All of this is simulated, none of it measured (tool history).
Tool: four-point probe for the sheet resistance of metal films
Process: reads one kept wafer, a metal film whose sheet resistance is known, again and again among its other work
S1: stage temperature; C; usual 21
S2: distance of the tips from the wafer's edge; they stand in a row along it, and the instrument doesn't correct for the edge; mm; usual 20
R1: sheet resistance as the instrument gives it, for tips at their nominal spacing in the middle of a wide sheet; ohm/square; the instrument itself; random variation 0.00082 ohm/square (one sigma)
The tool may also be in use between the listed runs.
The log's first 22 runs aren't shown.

run	hour	S1	S2	R1
23	1820.0	21	20	4.062675
24	1899.3	23	6	4.077237
25	1997.8	23	6	4.077187
26	2118.0	21	41	4.059741
27	2187.2	24	9	4.067381
28	2279.2	22	8	4.069139
# hour 2368.5: stage's thermometer calibrated
29	2385.6	20	9	4.061023
30	2490.1	23	4	4.088984
31	2555.4	23	4	4.088546
32	2637.4	23	4	4.087887
33	2718.8	28	7	4.066985
34	2827.9	28	7	4.065213
# hour 2840.0: new probe head fitted
35	2896.2	21	3	4.148402
36	3015.3	28	10	4.097400
37	3068.8	28	10	4.095793
38	3129.5	19	28	4.089287
39	3207.7	19	28	4.087808

Forecast run 40:
40	3298.6	19	28	?

R1: 4.087985 ohm/square
Without the tool's hidden state the same run would have given R1 4.102360 ohm/square.
